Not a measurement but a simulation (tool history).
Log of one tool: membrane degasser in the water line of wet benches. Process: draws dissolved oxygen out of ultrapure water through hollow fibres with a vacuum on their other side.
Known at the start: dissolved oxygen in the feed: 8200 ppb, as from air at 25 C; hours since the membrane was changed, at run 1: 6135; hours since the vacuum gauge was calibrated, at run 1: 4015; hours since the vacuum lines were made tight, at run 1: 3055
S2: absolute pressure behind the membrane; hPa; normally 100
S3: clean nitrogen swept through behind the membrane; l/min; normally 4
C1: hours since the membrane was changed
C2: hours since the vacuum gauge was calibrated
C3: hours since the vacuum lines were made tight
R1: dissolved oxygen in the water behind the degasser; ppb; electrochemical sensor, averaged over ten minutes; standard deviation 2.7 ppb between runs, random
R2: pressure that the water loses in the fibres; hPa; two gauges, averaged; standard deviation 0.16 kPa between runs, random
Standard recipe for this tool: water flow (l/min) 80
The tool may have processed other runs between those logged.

run 1 hour=0 | water_flow_(l/min)=80 S2=100 S3=4 | C1=6135 C2=4015 C3=3055 | R1=370.2 R2=274.6
run 2 hour=268.6 | water_flow_(l/min)=80 S2=100 S3=4 | C1=6404 C2=4284 C3=3323 | R1=370.6 R2=274.7
run 3 hour=541.5 | water_flow_(l/min)=80 S2=100 S3=4 | C1=6677 C2=4557 C3=3596 | R1=368.9 R2=277.2
run 4 hour=746.1 | water_flow_(l/min)=80 S2=100 S3=4 | C1=6881 C2=4762 C3=3801 | R1=371.6 R2=273.3
run 5 hour=947.2 | water_flow_(l/min)=80 S2=100 S3=4 | C1=7082 C2=4963 C3=4002 | R1=369 R2=278.5
run 6 hour=1203.7 | water_flow_(l/min)=52 S2=100 S3=4 | C1=7339 C2=5219 C3=4258 | R1=233.6 R2=180.3
run 7 hour=1433.6 | water_flow_(l/min)=52 S2=100 S3=4 | C1=7569 C2=5449 C3=4488 | R1=232.6 R2=178.9
run 8 hour=1662.3 | water_flow_(l/min)=80 S2=100 S3=4 | C1=7797 C2=5678 C3=4717 | R1=375.7 R2=277.8
-- hour=1695.9 seals of the vacuum lines changed
run 9 hour=1885.2 | water_flow_(l/min)=59 S2=100 S3=4 | C1=8018 C2=5899 C3=189 | R1=271 R2=203.6
run 10 hour=2045.7 | water_flow_(l/min)=59 S2=100 S3=4 | C1=8179 C2=6059 C3=350 | R1=268.7 R2=206.2
run 11 hour=2294.2 | water_flow_(l/min)=52 S2=63 S3=4 | C1=8427 C2=6308 C3=598 | R1=128.9 R2=182.6
-- hour=2313.6 vacuum gauge calibrated
run 12 hour=2563.6 | water_flow_(l/min)=52 S2=63 S3=4 | C1=8696 C2=250 C3=867 | R1=135.5 R2=180.1
run 13 hour=2715.6 | water_flow_(l/min)=65 S2=69 S3=4.72 | C1=8848 C2=402 C3=1019 | R1=179.8 R2=228.7
-- hour=2824.9 vacuum gauge calibrated, once more
run 14 hour=3005.3 | water_flow_(l/min)=65 S2=69 S3=4.72 | C1=9137 C2=180 C3=1308 | R1=168.2 R2=224.3
run 15 hour=3216.7 | water_flow_(l/min)=49 S2=100 S3=4 | C1=9349 C2=392 C3=1520 | R1=215.7 R2=172.4

Below are 4 alternative next runs, each starting from the tool's condition after run 15. Predict each:
run A hour=3431.6 | water_flow_(l/min)=49 S2=100 S3=4.1 | C1=9564 C2=607 C3=1735 | R1=? R2=?
run B hour=3431.6 | water_flow_(l/min)=121 S2=105 S3=3.95 | C1=9564 C2=607 C3=1735 | R1=? R2=?
run C hour=3431.6 | water_flow_(l/min)=100 S2=100 S3=4 | C1=9564 C2=607 C3=1735 | R1=? R2=?
run D hour=3431.6 | water_flow_(l/min)=80 S2=98 S3=4 | C1=9564 C2=607 C3=1735 | R1=? R2=?

run=A R1=210.6 R2=171.3
run=B R1=607.5 R2=425.1
run=C R1=478.6 R2=350.5
run=D R1=356.8 R2=280.5
Had the tool no hidden state, the same runs would have come out as:
run=A R1=202.4 R2=161.1
run=B R1=573.1 R2=399.7
run=C R1=451 R2=329.5
run=D R1=337.4 R2=263.7

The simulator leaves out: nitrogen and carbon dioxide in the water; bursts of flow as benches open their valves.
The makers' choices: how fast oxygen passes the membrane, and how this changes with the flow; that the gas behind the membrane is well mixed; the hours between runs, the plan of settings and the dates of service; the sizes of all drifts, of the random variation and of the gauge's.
